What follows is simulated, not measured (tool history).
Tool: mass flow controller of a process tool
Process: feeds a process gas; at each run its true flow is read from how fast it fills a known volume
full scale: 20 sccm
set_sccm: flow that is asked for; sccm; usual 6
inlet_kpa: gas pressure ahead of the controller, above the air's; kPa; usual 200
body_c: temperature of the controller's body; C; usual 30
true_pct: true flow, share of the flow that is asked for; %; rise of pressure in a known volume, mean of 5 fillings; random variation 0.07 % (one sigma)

{"run": 1, "hour": 0.0, "set_sccm": 6, "inlet_kpa": 200, "body_c": 30, "true_pct": 99.53}
{"run": 2, "hour": 190.1, "set_sccm": 6, "inlet_kpa": 200, "body_c": 30, "true_pct": 99.55}
{"run": 3, "hour": 344.6, "set_sccm": 6, "inlet_kpa": 192, "body_c": 30, "true_pct": 99.48}
{"run": 4, "hour": 493.2, "set_sccm": 4, "inlet_kpa": 200, "body_c": 30, "true_pct": 100.03}
{"run": 5, "hour": 651.2, "set_sccm": 6, "inlet_kpa": 200, "body_c": 30, "true_pct": 99.62}
{"run": 6, "hour": 894.1, "set_sccm": 6, "inlet_kpa": 256, "body_c": 30, "true_pct": 99.49}
{"run": 7, "hour": 1094.4, "set_sccm": 6, "inlet_kpa": 256, "body_c": 30, "true_pct": 99.52}
{"run": 8, "hour": 1333.2, "set_sccm": 6, "inlet_kpa": 256, "body_c": 30, "true_pct": 99.57}
{"run": 9, "hour": 1487.1, "set_sccm": 6, "inlet_kpa": 278, "body_c": 29, "true_pct": 99.31}
{"run": 10, "hour": 1684.9, "set_sccm": 6, "inlet_kpa": 267, "body_c": 29, "true_pct": 99.43}
{"run": 11, "hour": 1816.4, "set_sccm": 6, "inlet_kpa": 267, "body_c": 29, "true_pct": 99.67}
{"run": 12, "hour": 2072.5, "set_sccm": 2, "inlet_kpa": 181, "body_c": 30, "true_pct": 103.24}
{"run": 13, "hour": 2285.2, "set_sccm": 17, "inlet_kpa": 200, "body_c": 30, "true_pct": 100.25}
{"run": 14, "hour": 2535.3, "set_sccm": 17, "inlet_kpa": 200, "body_c": 30, "true_pct": 100.24}
{"run": 15, "hour": 2677.6, "set_sccm": 17, "inlet_kpa": 200, "body_c": 30, "true_pct": 100.32}
{"run": 16, "hour": 2872.4, "set_sccm": 17, "inlet_kpa": 200, "body_c": 30, "true_pct": 100.15}

The same runs without the tool's hidden state, with the same run-to-run variation:
The hidden state here: flow at rest that the sensor doesn't see, % of full scale; true flow over the shown one, %; drift of the gauge itself on true_pct, %.
run=1 true_pct=98.30
run=2 true_pct=98.29
run=3 true_pct=98.20
run=4 true_pct=97.90
run=5 true_pct=98.29
run=6 true_pct=98.12
run=7 true_pct=98.12
run=8 true_pct=98.13
run=9 true_pct=97.84
run=10 true_pct=97.93
run=11 true_pct=98.15
run=12 true_pct=97.64
run=13 true_pct=99.98
run=14 true_pct=99.97
run=15 true_pct=100.04
run=16 true_pct=99.88
